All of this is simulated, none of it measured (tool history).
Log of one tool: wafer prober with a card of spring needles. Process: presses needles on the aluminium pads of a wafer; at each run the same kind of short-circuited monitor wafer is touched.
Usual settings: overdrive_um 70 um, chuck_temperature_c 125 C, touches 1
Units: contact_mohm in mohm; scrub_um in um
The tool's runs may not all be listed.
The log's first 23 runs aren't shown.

At day 31.567: tips cleaned on abrasive film.
Run 24, day 31.858: usual settings but overdrive_um 89 um, chuck_temperature_c 52 C. Result: contact_mohm 131 mohm, scrub_um 18.16 um.
At day 32.288: tips cleaned on abrasive film.
At day 33.004: tips cleaned on abrasive film.
Run 25, day 33.296: usual settings. Result: contact_mohm 143 mohm, scrub_um 14.28 um.
At day 33.721: tips cleaned on abrasive film.
At day 34.467: tips cleaned on abrasive film.
At day 34.896: height of the first contact set anew.
Run 26, day 34.908: usual settings but chuck_temperature_c 122 C. Result: contact_mohm 143 mohm, scrub_um 14.28 um.
At day 35.25: tips cleaned on abrasive film.
At day 36.075: tips cleaned on abrasive film.
Run 27, day 36.512: usual settings but overdrive_um 79 um, touches 2. Result: contact_mohm 143 mohm, scrub_um 16.07 um.
At day 36.833: tips cleaned on abrasive film.
At day 37.592: tips cleaned on abrasive film.
At day 38.35: tips cleaned on abrasive film.
Run 28, day 38.5: usual settings but overdrive_um 79 um, touches 2. Result: contact_mohm 141 mohm, scrub_um 16.13 um.
At day 39.092: tips cleaned on abrasive film.
At day 39.838: tips cleaned on abrasive film.
Run 29, day 39.933: usual settings but overdrive_um 58 um, chuck_temperature_c 88 C, touches 3. Result: contact_mohm 141 mohm, scrub_um 11.85 um.
At day 40.667: tips cleaned on abrasive film.
Run 30, day 41.192: usual settings but overdrive_um 58 um, chuck_temperature_c 88 C, touches 3. Result: contact_mohm 142 mohm, scrub_um 11.82 um.
At day 41.525: tips cleaned on abrasive film.
At day 42.042: height of the first contact set anew.
At day 42.317: tips cleaned on abrasive film.
At day 43.138: tips cleaned on abrasive film.
Run 31, day 43.258: usual settings but overdrive_um 58 um, chuck_temperature_c 88 C, touches 3. Result: contact_mohm 141 mohm, scrub_um 11.85 um.

Forecast each of these 3 alternatives for the next run:
At day 43.983: tips cleaned on abrasive film.
At day 44.762: tips cleaned on abrasive film.
Run A, day 44.896: usual settings but overdrive_um 55 um, chuck_temperature_c 28 C, touches 2. Result: contact_mohm ?, scrub_um ?.
At day 43.983: tips cleaned on abrasive film.
At day 44.762: tips cleaned on abrasive film.
Run B, day 44.896: usual settings but overdrive_um 60 um, chuck_temperature_c 66 C, touches 3. Result: contact_mohm ?, scrub_um ?.
At day 43.983: tips cleaned on abrasive film.
At day 44.762: tips cleaned on abrasive film.
Run C, day 44.896: usual settings but overdrive_um 58 um, chuck_temperature_c 45 C, touches 3. Result: contact_mohm ?, scrub_um ?.

run  contact_mohm  scrub_um
  A           130     11.22
  B           139     12.23
  C           134     11.85
Without the tool's hidden state the same runs would have given:
run  contact_mohm  scrub_um
  A           129     11.22
  B           139     12.23
  C           134     11.85
